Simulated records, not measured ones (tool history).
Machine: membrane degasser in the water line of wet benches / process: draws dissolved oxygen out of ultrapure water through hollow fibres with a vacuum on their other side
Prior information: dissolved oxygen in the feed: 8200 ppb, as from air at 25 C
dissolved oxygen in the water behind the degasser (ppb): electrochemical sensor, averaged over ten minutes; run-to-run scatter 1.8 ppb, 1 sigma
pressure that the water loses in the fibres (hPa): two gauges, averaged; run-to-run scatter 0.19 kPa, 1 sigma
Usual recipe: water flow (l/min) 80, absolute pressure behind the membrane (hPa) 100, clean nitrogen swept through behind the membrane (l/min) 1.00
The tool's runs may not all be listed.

run,hour,water flow (l/min),absolute pressure behind the membrane (hPa),clean nitrogen swept through behind the membrane (l/min),dissolved oxygen in the water behind the degasser (ppb),pressure that the water loses in the fibres (hPa)
1,0.0,80,100,1.00,845.8,390.9
2,75.6,80,100,1.00,845.7,393.2
3,161.9,96,100,1.00,947.8,469.3
4,248.8,96,100,1.00,949.3,471.4
5,320.9,96,100,1.00,948.1,470.8
6,369.9,96,100,1.00,950.5,469.5
7,422.8,96,100,1.00,950.0,469.8
8,482.9,80,100,0.79,978.2,391.3
9,544.4,80,100,0.79,975.9,391.4
10,621.0,80,123,1.89,714.1,389.9
11,681.0,80,224,0.42,3212.7,392.4
12,741.4,80,224,0.42,3220.5,391.4
13,802.6,75,224,2.47,1087.3,368.5
14,882.0,75,224,2.47,1092.5,367.5
15,920.5,75,62,0.40,624.5,366.6
16,983.1,75,109,0.55,1289.5,364.8
17,1047.7,75,109,0.55,1290.1,367.2

Alternative continuations, all from the tool just after run 17; predict every row:
A,1087.6,111,71,0.70,?,?
B,1087.6,75,109,0.92,?,?
C,1087.6,101,100,0.61,?,?
D,1087.6,80,100,0.65,?,?
E,1087.6,96,100,1.00,?,?

run,dissolved oxygen in the water behind the degasser (ppb),pressure that the water loses in the fibres (hPa)
A,748.1,544.1
B,956.8,366.4
C,1273.1,492.3
D,1092.3,392.5
E,946.3,467.3
With the hidden condition removed and each run's random variation left untouched, the same runs would have given:
run,dissolved oxygen in the water behind the degasser (ppb),pressure that the water loses in the fibres (hPa)
A,747.8,544.0
B,956.6,366.3
C,1272.8,492.2
D,1092.0,392.5
E,946.0,467.2
